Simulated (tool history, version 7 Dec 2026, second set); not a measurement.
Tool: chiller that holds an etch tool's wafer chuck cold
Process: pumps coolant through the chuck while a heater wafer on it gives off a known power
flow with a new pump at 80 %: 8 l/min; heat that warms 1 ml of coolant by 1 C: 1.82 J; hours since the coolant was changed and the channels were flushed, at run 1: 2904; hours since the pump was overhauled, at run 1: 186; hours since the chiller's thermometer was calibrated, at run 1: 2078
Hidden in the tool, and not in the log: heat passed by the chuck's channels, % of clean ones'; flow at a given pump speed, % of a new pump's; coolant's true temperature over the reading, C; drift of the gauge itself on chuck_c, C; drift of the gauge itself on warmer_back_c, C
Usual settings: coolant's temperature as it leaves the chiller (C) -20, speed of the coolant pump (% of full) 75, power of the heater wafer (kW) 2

run	hour	coolant's temperature as it leaves the chiller (C)	speed of the coolant pump (% of full)	power of the heater wafer (kW)	hours since the coolant was changed and the channels were flushed	hours since the pump was overhauled	hours since the chiller's thermometer was calibrated	chuck's temperature once it has settled (C)	how much warmer the coolant comes back (C)
1	0	-20	75	2	2904	186	2078	-0.4	8.8
2	36	-11	75	2	2940	222	2114	8.7	8.85
3	98.1	-11	75	2	3002	284	2176	8.5	8.82
4	154.2	-11	75	1.736	3058	340	2232	6.1	7.76
5	191.2	-20	75	2	3095	377	2269	-0.4	8.89
6	231.7	-20	72	2	3135	418	2310	0.2	9.25
7	282.6	-20	72	2	3186	469	2361	0.2	9.28
8	314.7	-21	75	2	3218	501	2393	-1.2	8.86
9	350.4	-21	75	2	3254	537	2429	-1.4	8.82
10	378.6	-21	72	2	3282	565	2457	-0.7	9.25
11	437.5	-21	72	2	3341	624	2516	-0.8	9.25
12	477.2	-21	72	2	3381	663	2555	-0.4	9.39
13	508.1	-21	72	2	3412	694	2586	-0.6	9.37
14	571.2	-21	72	1.332	3475	757	2649	-7.4	6.18
15	606.4	-23	87	2	3510	793	2685	-5	7.56
16	670.2	-19	87	2	3574	856	2748	-0.9	7.49
17	729.6	-26	94	2.214	3633	916	2808	-6.7	7.63
18	764.9	-26	94	2.214	3669	951	2843	-6.9	7.59
19	825.3	-29	75	2	3729	1011	2904	-8.9	8.9
20	852.9	-29	75	2	3757	1039	2931	-9.2	8.92
21	907.4	-13	64	2.322	3811	1094	2986	12.9	12.41
22	936	-13	64	2.322	3840	1122	3014	12.8	12.31
23	968.1	-25	75	2.655	3872	1154	3046	1.5	11.86
24	1007.7	-15	98	2.655	3911	1194	3086	7.5	8.76
# hour 1020: chiller's thermometer calibrated
25	1049	-28	71	2.033	3952	1234	29	-6.7	9.65
26	1080.8	-20	75	1.309	3984	1266	61	-6.9	5.83

5 ways to go on from here, each from the tool as it stands after run 26. What would each give?
A	1141.2	-12	84	1.018	4044	1326	121	?	?
B	1141.2	-17	75	2	4044	1326	121	?	?
C	1141.2	-20	65	2	4044	1326	121	?	?
D	1141.2	-29	84	1.573	4044	1326	121	?	?
E	1141.2	-16	95	2	4044	1326	121	?	?

run	chuck's temperature once it has settled (C)	how much warmer the coolant comes back (C)
A	-2.6	4.07
B	3	8.92
C	2	10.52
D	-14.2	6.23
E	1.2	6.87
Without the tool's hidden state the same runs would have given:
run	chuck's temperature once it has settled (C)	how much warmer the coolant comes back (C)
A	-3.4	4.03
B	1.3	8.83
C	0.3	10.42
D	-15.5	6.17
E	-0.3	6.8
